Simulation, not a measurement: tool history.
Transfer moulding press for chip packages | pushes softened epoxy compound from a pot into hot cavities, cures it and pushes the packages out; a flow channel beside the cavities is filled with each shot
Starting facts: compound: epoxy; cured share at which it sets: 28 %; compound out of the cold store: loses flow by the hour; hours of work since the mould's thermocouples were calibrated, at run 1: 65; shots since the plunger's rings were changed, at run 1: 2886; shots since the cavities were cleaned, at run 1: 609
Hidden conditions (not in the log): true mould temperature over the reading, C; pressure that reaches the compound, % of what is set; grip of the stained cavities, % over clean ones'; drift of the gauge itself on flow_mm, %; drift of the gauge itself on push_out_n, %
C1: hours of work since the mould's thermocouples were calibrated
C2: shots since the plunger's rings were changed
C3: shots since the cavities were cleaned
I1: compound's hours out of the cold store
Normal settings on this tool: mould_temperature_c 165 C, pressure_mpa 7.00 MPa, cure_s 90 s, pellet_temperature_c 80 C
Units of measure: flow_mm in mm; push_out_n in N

run 1 hour=0.0 | mould_temperature_c=165 pressure_mpa=7.00 cure_s=90 pellet_temperature_c=80 | C1=65 C2=2886 C3=609 | I1=15.6 | flow_mm=712 push_out_n=548
run 2 hour=21.3 | mould_temperature_c=165 pressure_mpa=7.00 cure_s=90 pellet_temperature_c=80 | C1=80 C2=3187 C3=910 | I1=39.2 | flow_mm=615 push_out_n=574
run 3 hour=32.4 | mould_temperature_c=165 pressure_mpa=7.00 cure_s=90 pellet_temperature_c=80 | C1=88 C2=3343 C3=1066 | I1=15.4 | flow_mm=706 push_out_n=597
-- hour=39.7 cavities cleaned with cleaning compound and waxed
run 4 hour=50.8 | mould_temperature_c=165 pressure_mpa=7.00 cure_s=90 pellet_temperature_c=82 | C1=100 C2=3582 C3=157 | I1=18.0 | flow_mm=696 push_out_n=428
run 5 hour=67.5 | mould_temperature_c=165 pressure_mpa=7.00 cure_s=90 pellet_temperature_c=82 | C1=111 C2=3818 C3=393 | I1=11.6 | flow_mm=724 push_out_n=490
run 6 hour=86.0 | mould_temperature_c=165 pressure_mpa=7.00 cure_s=90 pellet_temperature_c=82 | C1=124 C2=4079 C3=654 | I1=11.7 | flow_mm=719 push_out_n=558
run 7 hour=105.0 | mould_temperature_c=165 pressure_mpa=7.00 cure_s=90 pellet_temperature_c=82 | C1=138 C2=4348 C3=923 | I1=36.5 | flow_mm=612 push_out_n=567
-- hour=121.7 cavities cleaned with cleaning compound and waxed
run 8 hour=123.0 | mould_temperature_c=158 pressure_mpa=7.00 cure_s=90 pellet_temperature_c=80 | C1=149 C2=4581 C3=19 | I1=44.8 | flow_mm=597 push_out_n=534
run 9 hour=143.0 | mould_temperature_c=158 pressure_mpa=7.00 cure_s=90 pellet_temperature_c=80 | C1=163 C2=4863 C3=301 | I1=47.6 | flow_mm=584 push_out_n=670
-- hour=157.9 plunger's sealing rings changed
run 10 hour=163.4 | mould_temperature_c=165 pressure_mpa=7.00 cure_s=90 pellet_temperature_c=80 | C1=176 C2=79 C3=554 | I1=41.7 | flow_mm=622 push_out_n=519
run 11 hour=173.2 | mould_temperature_c=165 pressure_mpa=7.00 cure_s=90 pellet_temperature_c=80 | C1=183 C2=218 C3=693 | I1=27.0 | flow_mm=677 push_out_n=551
run 12 hour=194.5 | mould_temperature_c=165 pressure_mpa=7.00 cure_s=90 pellet_temperature_c=80 | C1=197 C2=517 C3=992 | I1=23.6 | flow_mm=694 push_out_n=585
-- hour=205.9 cavities cleaned with cleaning compound and waxed
run 13 hour=210.1 | mould_temperature_c=165 pressure_mpa=8.37 cure_s=90 pellet_temperature_c=80 | C1=207 C2=717 C3=59 | I1=26.8 | flow_mm=739 push_out_n=382
-- hour=213.2 mould's thermocouples calibrated
run 14 hour=224.3 | mould_temperature_c=165 pressure_mpa=7.00 cure_s=90 pellet_temperature_c=73 | C1=8 C2=889 C3=231 | I1=23.3 | flow_mm=693 push_out_n=444
run 15 hour=234.1 | mould_temperature_c=160 pressure_mpa=7.00 cure_s=90 pellet_temperature_c=80 | C1=15 C2=1028 C3=370 | I1=20.5 | flow_mm=714 push_out_n=647
run 16 hour=245.0 | mould_temperature_c=163 pressure_mpa=5.77 cure_s=90 pellet_temperature_c=78 | C1=22 C2=1181 C3=523 | I1=16.6 | flow_mm=654 push_out_n=572
run 17 hour=254.2 | mould_temperature_c=165 pressure_mpa=5.67 cure_s=118 pellet_temperature_c=80 | C1=29 C2=1311 C3=653 | I1=41.6 | flow_mm=555 push_out_n=436
run 18 hour=276.9 | mould_temperature_c=165 pressure_mpa=5.67 cure_s=118 pellet_temperature_c=80 | C1=45 C2=1631 C3=973 | I1=10.8 | flow_mm=666 push_out_n=495
run 19 hour=287.5 | mould_temperature_c=171 pressure_mpa=6.88 cure_s=92 pellet_temperature_c=73 | C1=52 C2=1782 C3=1124 | I1=32.2 | flow_mm=630 push_out_n=493
-- hour=290.9 cavities cleaned with cleaning compound and waxed
run 20 hour=306.4 | mould_temperature_c=157 pressure_mpa=7.23 cure_s=81 pellet_temperature_c=71 | C1=64 C2=2027 C3=219 | I1=21.4 | flow_mm=730 push_out_n=957
run 21 hour=320.2 | mould_temperature_c=162 pressure_mpa=6.04 cure_s=105 pellet_temperature_c=87 | C1=74 C2=2222 C3=414 | I1=16.8 | flow_mm=667 push_out_n=460
-- hour=334.1 mould's thermocouples calibrated, once more
run 22 hour=335.0 | mould_temperature_c=169 pressure_mpa=6.80 cure_s=89 pellet_temperature_c=71 | C1=1 C2=2403 C3=595 | I1=39.9 | flow_mm=599 push_out_n=475
run 23 hour=345.7 | mould_temperature_c=169 pressure_mpa=6.86 cure_s=78 pellet_temperature_c=74 | C1=8 C2=2554 C3=746 | I1=43.6 | flow_mm=589 push_out_n=606
run 24 hour=362.5 | mould_temperature_c=165 pressure_mpa=7.20 cure_s=90 pellet_temperature_c=71 | C1=20 C2=2791 C3=983 | I1=37.0 | flow_mm=636 push_out_n=625
-- hour=375.1 cavities cleaned with cleaning compound and waxed
run 25 hour=385.9 | mould_temperature_c=165 pressure_mpa=7.20 cure_s=90 pellet_temperature_c=71 | C1=35 C2=3100 C3=152 | I1=25.5 | flow_mm=680 push_out_n=457
run 26 hour=407.4 | mould_temperature_c=160 pressure_mpa=8.01 cure_s=124 pellet_temperature_c=73 | C1=50 C2=3404 C3=456 | I1=34.5 | flow_mm=686 push_out_n=431
run 27 hour=420.4 | mould_temperature_c=167 pressure_mpa=8.01 cure_s=82 pellet_temperature_c=73 | C1=59 C2=3587 C3=639 | I1=41.9 | flow_mm=639 push_out_n=594

Table of differences, measured result less the result of that run with no hidden state. Run-to-run variation is the same in both. Gauge scatter possibly is not:
run=1 flow_mm=-22 push_out_n=+182
run=2 flow_mm=-21 push_out_n=+219
run=3 flow_mm=-26 push_out_n=+234
run=4 flow_mm=-27 push_out_n=+60
run=5 flow_mm=-31 push_out_n=+128
run=6 flow_mm=-33 push_out_n=+186
run=7 flow_mm=-29 push_out_n=+213
run=8 flow_mm=-31 push_out_n=-9
run=9 flow_mm=-31 push_out_n=+136
run=10 flow_mm=-2 push_out_n=+157
run=11 flow_mm=-3 push_out_n=+181
run=12 flow_mm=-5 push_out_n=+221
run=13 flow_mm=-7 push_out_n=+14
run=14 flow_mm=-9 push_out_n=+71
run=15 flow_mm=-11 push_out_n=+129
run=16 flow_mm=-11 push_out_n=+149
run=17 flow_mm=-10 push_out_n=+147
run=18 flow_mm=-14 push_out_n=+189
run=19 flow_mm=-14 push_out_n=+197
run=20 flow_mm=-18 push_out_n=+125
run=21 flow_mm=-19 push_out_n=+116
run=22 flow_mm=-15 push_out_n=+162
run=23 flow_mm=-16 push_out_n=+215
run=24 flow_mm=-19 push_out_n=+243
run=25 flow_mm=-23 push_out_n=+67
run=26 flow_mm=-25 push_out_n=+127
run=27 flow_mm=-25 push_out_n=+200
